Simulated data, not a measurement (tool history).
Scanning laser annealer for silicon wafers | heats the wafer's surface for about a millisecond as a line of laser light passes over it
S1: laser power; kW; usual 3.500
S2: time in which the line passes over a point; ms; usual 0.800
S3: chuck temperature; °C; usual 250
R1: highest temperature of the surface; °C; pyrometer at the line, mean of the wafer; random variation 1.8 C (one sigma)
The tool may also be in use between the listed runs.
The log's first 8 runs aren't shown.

{"run": 9, "hour": 467.4, "S1": 3.5, "S2": 0.8, "S3": 250, "R1": 1009}
{"run": 10, "hour": 497.8, "S1": 3.5, "S2": 0.8, "S3": 265, "R1": 1025}
{"hour": 513.2, "done": "optics aligned, line set to its width"}
{"run": 11, "hour": 534.8, "S1": 3.5, "S2": 0.8, "S3": 271, "R1": 1035}
{"run": 12, "hour": 603.9, "S1": 3.5, "S2": 0.8, "S3": 246, "R1": 1007}
{"run": 13, "hour": 643.6, "S1": 3.5, "S2": 0.8, "S3": 246, "R1": 1007}
{"run": 14, "hour": 676.1, "S1": 3.5, "S2": 0.8, "S3": 246, "R1": 1007}
{"run": 15, "hour": 731.8, "S1": 3.5, "S2": 0.8, "S3": 250, "R1": 1012}
{"run": 16, "hour": 778.4, "S1": 3.646, "S2": 0.8, "S3": 250, "R1": 1038}
{"run": 17, "hour": 830.4, "S1": 3.77, "S2": 0.8, "S3": 233, "R1": 1051}
{"run": 18, "hour": 879.6, "S1": 3.636, "S2": 0.927, "S3": 289, "R1": 1141}
{"run": 19, "hour": 950.5, "S1": 3.636, "S2": 0.927, "S3": 289, "R1": 1144}
{"run": 20, "hour": 990.6, "S1": 3.636, "S2": 0.927, "S3": 289, "R1": 1141}
{"hour": 1030.3, "done": "window over the wafer cleaned"}
{"run": 21, "hour": 1047.2, "S1": 3.636, "S2": 0.927, "S3": 289, "R1": 1158}
{"run": 22, "hour": 1120.2, "S1": 3.841, "S2": 0.8, "S3": 257, "R1": 1107}
{"run": 23, "hour": 1155.8, "S1": 3.841, "S2": 0.8, "S3": 257, "R1": 1106}
{"run": 24, "hour": 1210.4, "S1": 3.841, "S2": 0.8, "S3": 257, "R1": 1108}
{"run": 25, "hour": 1256.3, "S1": 3.52, "S2": 0.908, "S3": 250, "R1": 1082}
{"run": 26, "hour": 1311.9, "S1": 3.159, "S2": 0.874, "S3": 283, "R1": 1014}
{"run": 27, "hour": 1376.4, "S1": 3.159, "S2": 0.874, "S3": 283, "R1": 1012}
{"run": 28, "hour": 1428.6, "S1": 3.159, "S2": 0.601, "S3": 232, "R1": 828}
{"run": 29, "hour": 1494.5, "S1": 3.307, "S2": 0.827, "S3": 250, "R1": 990}
{"run": 30, "hour": 1557.7, "S1": 3.808, "S2": 0.576, "S3": 278, "R1": 978}
{"run": 31, "hour": 1597.4, "S1": 3.808, "S2": 0.576, "S3": 278, "R1": 981}
{"run": 32, "hour": 1651.3, "S1": 3.5, "S2": 0.794, "S3": 265, "R1": 1029}

4 ways to go on from here, each from the tool as it stands after run 32. What would each give?
{"run": "A", "hour": 1711.2, "S1": 3.5, "S2": 0.8, "S3": 245, "R1": "?"}
{"run": "B", "hour": 1711.2, "S1": 3.072, "S2": 0.85, "S3": 273, "R1": "?"}
{"run": "C", "hour": 1711.2, "S1": 3.182, "S2": 0.8, "S3": 238, "R1": "?"}
{"run": "D", "hour": 1711.2, "S1": 3.272, "S2": 0.609, "S3": 250, "R1": "?"}

run=A R1=1015
run=B R1=971
run=C R1=932
run=D R1=868
Without the tool's hidden state the same runs would have given:
run=A R1=1026
run=B R1=981
run=C R1=942
run=D R1=877
